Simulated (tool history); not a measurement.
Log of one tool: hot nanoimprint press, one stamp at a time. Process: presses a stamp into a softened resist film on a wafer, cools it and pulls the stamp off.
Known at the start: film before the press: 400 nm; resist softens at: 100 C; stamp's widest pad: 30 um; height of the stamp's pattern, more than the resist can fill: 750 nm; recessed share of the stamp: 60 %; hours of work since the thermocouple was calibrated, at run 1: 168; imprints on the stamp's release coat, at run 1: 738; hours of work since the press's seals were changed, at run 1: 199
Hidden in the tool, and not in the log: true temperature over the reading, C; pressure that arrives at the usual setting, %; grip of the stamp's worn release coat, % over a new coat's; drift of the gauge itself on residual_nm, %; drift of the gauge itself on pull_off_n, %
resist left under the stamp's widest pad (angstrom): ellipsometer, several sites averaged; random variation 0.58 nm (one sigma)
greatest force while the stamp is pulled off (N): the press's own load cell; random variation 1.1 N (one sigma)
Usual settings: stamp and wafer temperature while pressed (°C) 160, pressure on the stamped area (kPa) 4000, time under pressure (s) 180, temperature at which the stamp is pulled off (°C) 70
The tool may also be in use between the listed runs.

run   hour  stamp and wafer temperature while pressed (°C)  pressure on the stamped area (kPa)  time under pressure (s)  temperature at which the stamp is pulled off (°C)  hours of work since the thermocouple was calibrated  imprints on the stamp's release coat  hours of work since the press's seals were changed  resist left under the stamp's widest pad (angstrom)  greatest force while the stamp is pulled off (N)
  1      0                                             160                                4000                      180                                                 70                                                  168                                   738                                                 199                                                 2219                                               146
  2    7.1                                             160                                4000                      180                                                 72                                                  171                                   755                                                 202                                                 2217                                               141
  3   18.9                                             160                                2890                      180                                                 70                                                  175                                   783                                                 207                                                 2590                                               147
  4   25.7                                             160                                4000                      180                                                 70                                                  178                                   799                                                 209                                                 2212                                               148
  5   39.9                                             160                                4000                      180                                                 70                                                  184                                   833                                                 215                                                 2203                                               148
  6   48.6                                             160                                4000                      180                                                 70                                                  188                                   854                                                 219                                                 2214                                               146
  7   63.3                                             160                                4000                      180                                                 70                                                  194                                   889                                                 225                                                 2212                                               148
  8   76.4                                             160                                4000                      180                                                 70                                                  199                                   920                                                 230                                                 2208                                               148
  9   91.3                                             160                                4000                      180                                                 70                                                  205                                   956                                                 237                                                 2206                                               148
 10  102.1                                             160                                4000                      180                                                 72                                                  210                                   982                                                 241                                                 2197                                               144
     118.7  -- stamp cleaned and given a new release coat
 11  121.3                                             160                                4000                      180                                                 70                                                  215                                     6                                                 247                                                 2198                                               148
 12  128.1                                             160                                4000                      180                                                 70                                                  218                                    22                                                 249                                                 2194                                               148
 13    135                                             160                                4000                      180                                                 70                                                  221                                    39                                                 252                                                 2201                                               146
 14  145.2                                             152                                4000                      180                                                 70                                                  225                                    63                                                 256                                                 3069                                               147
 15  159.9                                             152                                4000                      180                                                 70                                                  231                                    98                                                 263                                                 3059                                               147
 16  174.7                                             160                                4000                      180                                                 70                                                  237                                   133                                                 269                                                 2189                                               146
 17  185.6                                             160                                4000                      180                                                 76                                                  242                                   159                                                 273                                                 2187                                               131
 18    200                                             160                                4350                      113                                                 68                                                  248                                   193                                                 279                                                 2400                                               154
 19  206.6                                             170                                4820                      272                                                 68                                                  251                                   209                                                 282                                                 1041                                               152
 20  220.2                                             167                                3640                      129                                                 70                                                  256                                   242                                                 287                                                 1836                                               146
 21  233.1                                             154                                4000                      349                                                 77                                                  262                                   272                                                 293                                                 2411                                               129
 22  244.5                                             151                                4000                      349                                                 76                                                  266                                   300                                                 298                                                 2740                                               131
 23  253.7                                             151                                3660                      297                                                 62                                                  270                                   321                                                 301                                                 2957                                               168
 24  260.4                                             171                                4000                      180                                                 71                                                  273                                   337                                                 304                                                 1278                                               145
 25  273.9                                             154                                5830                      175                                                 71                                                  278                                   370                                                 310                                                 2434                                               146
 26  283.4                                             161                                6120                      108                                                 59                                                  282                                   392                                                 314                                                 1939                                               178
 27  297.5                                             161                                3620                      108                                                 65                                                  288                                   426                                                 319                                                 2533                                               159

Run 28 comes next. What will it give?
 28  306.8                                             151                                6090                      323                                                 60                                                  292                                   448                                                 323                                                    ?                                                 ?

{"run 28": {"resist left under the stamp's widest pad (angstrom)": 2313, "greatest force while the stamp is pulled off (N)": 174}}
Without the tool's hidden state the same run would have given resist left under the stamp's widest pad (angstrom) 2358, greatest force while the stamp is pulled off (N) 173.

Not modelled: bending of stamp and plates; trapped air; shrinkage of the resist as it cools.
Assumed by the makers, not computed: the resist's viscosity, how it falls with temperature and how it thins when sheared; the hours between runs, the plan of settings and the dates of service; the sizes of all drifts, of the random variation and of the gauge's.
